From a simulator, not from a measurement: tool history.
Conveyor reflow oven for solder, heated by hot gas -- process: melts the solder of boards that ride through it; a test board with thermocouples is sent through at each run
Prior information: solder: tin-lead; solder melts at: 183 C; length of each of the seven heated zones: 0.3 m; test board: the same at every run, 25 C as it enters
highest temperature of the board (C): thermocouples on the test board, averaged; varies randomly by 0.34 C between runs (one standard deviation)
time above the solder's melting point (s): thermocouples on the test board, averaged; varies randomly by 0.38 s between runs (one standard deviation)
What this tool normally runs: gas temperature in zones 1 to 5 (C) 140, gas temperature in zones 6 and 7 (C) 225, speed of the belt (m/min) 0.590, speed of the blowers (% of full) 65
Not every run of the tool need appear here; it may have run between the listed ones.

run,day,gas temperature in zones 1 to 5 (C),gas temperature in zones 6 and 7 (C),speed of the belt (m/min),speed of the blowers (% of full),highest temperature of the board (C),time above the solder's melting point (s)
1,0.000,140,225,0.590,65,211.9,43.7
2,1.567,140,225,0.590,65,212.2,43.5
3,4.308,140,225,0.590,65,211.4,43.3
4,5.925,140,225,0.590,65,212.1,44.0
5,9.162,140,225,0.590,65,211.4,43.5
6,10.708,140,225,0.590,65,212.7,43.8
# day 11.996: flux residue cleaned out of gas plates and filters
7,13.179,140,240,0.680,75,224.2,44.6
# day 13.538: belt drive overhauled, speed set with a stopwatch
8,14.846,132,225,0.565,56,210.0,41.7
9,17.242,147,225,0.674,83,215.4,43.6
# day 18.933: thermocouples of zones 6 and 7 changed
10,20.729,147,225,0.674,54,201.8,31.2
11,22.704,155,226,0.590,65,212.2,50.4

A few steps of highest temperature of the board (C) between consecutive runs. Split each: what settings, incoming material and random variation would produce without the hidden state, and what is left over for the hidden state, along with gauge scatter present in only one of the two compared results (measured, and without hidden state):
Hidden conditions of the tool in this case: heat that the gas passes to the board, % of a clean oven's; belt's true speed, % of the reading; true gas temperature in zones 6 and 7 over the reading, C; drift of the gauge itself on peak_c, C; drift of the gauge itself on liquid_s, %.
Run 7 -> 8: gas temperature in zones 1 to 5 (C) 140 -> 132, gas temperature in zones 6 and 7 (C) 240 -> 225, speed of the belt (m/min) 0.680 -> 0.565, speed of the blowers (% of full) 75 -> 56, belt drive overhauled, speed set with a stopwatch. highest temperature of the board (C) -14.2: hidden state +0.3, all else -14.5.
Run 9 -> 10: speed of the blowers (% of full) 83 -> 54, thermocouples of zones 6 and 7 changed. highest temperature of the board (C) -13.6: hidden state -4.1, all else -9.5.
